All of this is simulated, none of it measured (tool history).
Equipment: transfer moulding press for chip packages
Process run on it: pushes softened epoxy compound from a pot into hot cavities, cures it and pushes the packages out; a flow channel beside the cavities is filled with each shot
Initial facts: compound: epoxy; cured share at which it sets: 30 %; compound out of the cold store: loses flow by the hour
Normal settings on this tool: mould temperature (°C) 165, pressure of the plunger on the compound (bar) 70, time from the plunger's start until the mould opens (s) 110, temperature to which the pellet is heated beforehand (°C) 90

| run | day | mould temperature (°C) | pressure of the plunger on the compound (bar) | time from the plunger's start until the mould opens (s) | temperature to which the pellet is heated beforehand (°C) | incoming compound's hours out of the cold store | length that the compound runs in the flow channel (mm) | greatest force on the pins that push the packages out (N) |
|---|---|---|---|---|---|---|---|---|
| 1 | 0 | 165 | 70 | 110 | 90 | 38.8 | 718 | 429 |
| 2 | 0.388 | 165 | 70 | 110 | 90 | 20.9 | 774 | 558 |
| 3 | 0.7 | 159 | 70 | 110 | 90 | 20 | 791 | 864 |
| 4 | 1.058 | 165 | 70 | 110 | 90 | 38.8 | 699 | 645 |
| 5 | 1.446 | 165 | 70 | 110 | 90 | 10.5 | 810 | 711 |
| 6 | 1.846 | 165 | 70 | 110 | 90 | 30.3 | 733 | 719 |
|  | 1.929 | cavities cleaned with cleaning compound and waxed |
| 7 | 2.108 | 165 | 70 | 110 | 90 | 31 | 734 | 773 |
| 8 | 2.396 | 165 | 70 | 110 | 90 | 24.1 | 757 | 748 |
| 9 | 2.688 | 165 | 70 | 110 | 90 | 17.9 | 779 | 803 |
| 10 | 2.892 | 165 | 70 | 110 | 90 | 45.3 | 687 | 764 |
| 11 | 3.204 | 165 | 70 | 110 | 90 | 43.3 | 694 | 756 |
|  | 3.3 | cavities cleaned with cleaning compound and waxed, once more |
| 12 | 3.729 | 158 | 54.9 | 97 | 90 | 25.9 | 678 | 967 |
| 13 | 4.05 | 161 | 70 | 145 | 90 | 25.8 | 762 | 493 |
| 14 | 4.254 | 170 | 70 | 115 | 97 | 13 | 778 | 496 |
| 15 | 4.738 | 170 | 70 | 115 | 97 | 15.4 | 761 | 554 |
| 16 | 5.204 | 168 | 74.9 | 106 | 91 | 45.1 | 689 | 633 |
| 17 | 5.662 | 168 | 74.9 | 106 | 91 | 47.1 | 687 | 658 |
| 18 | 6.058 | 161 | 74.9 | 106 | 96 | 29.7 | 761 | 927 |
|  | 6.404 | cavities cleaned with cleaning compound and waxed |
| 19 | 6.404 | 164 | 70 | 110 | 86 | 19.6 | 749 | 409 |
| 20 | 6.675 | 162 | 70 | 91 | 99 | 30.8 | 719 | 719 |
| 21 | 7.158 | 165 | 70 | 139 | 90 | 32.8 | 719 | 467 |

4 ways to go on from here, each from the tool as it stands after run 21. What would each give?
| A | 7.654 | 165 | 70 | 138 | 99 | 32.3 | ? | ? |
| B | 7.654 | 160 | 70 | 119 | 90 | 23.3 | ? | ? |
| C | 7.654 | 157 | 70 | 95 | 84 | 41.5 | ? | ? |
| D | 7.654 | 165 | 68.1 | 131 | 99 | 22.9 | ? | ? |

| run | length that the compound runs in the flow channel (mm) | greatest force on the pins that push the packages out (N) |
|---|---|---|
| A | 716 | 532 |
| B | 752 | 712 |
| C | 697 | 1357 |
| D | 718 | 542 |
What these runs would have given with no unlogged condition in the tool:
| run | length that the compound runs in the flow channel (mm) | greatest force on the pins that push the packages out (N) |
|---|---|---|
| A | 755 | 311 |
| B | 793 | 422 |
| C | 735 | 807 |
| D | 757 | 317 |

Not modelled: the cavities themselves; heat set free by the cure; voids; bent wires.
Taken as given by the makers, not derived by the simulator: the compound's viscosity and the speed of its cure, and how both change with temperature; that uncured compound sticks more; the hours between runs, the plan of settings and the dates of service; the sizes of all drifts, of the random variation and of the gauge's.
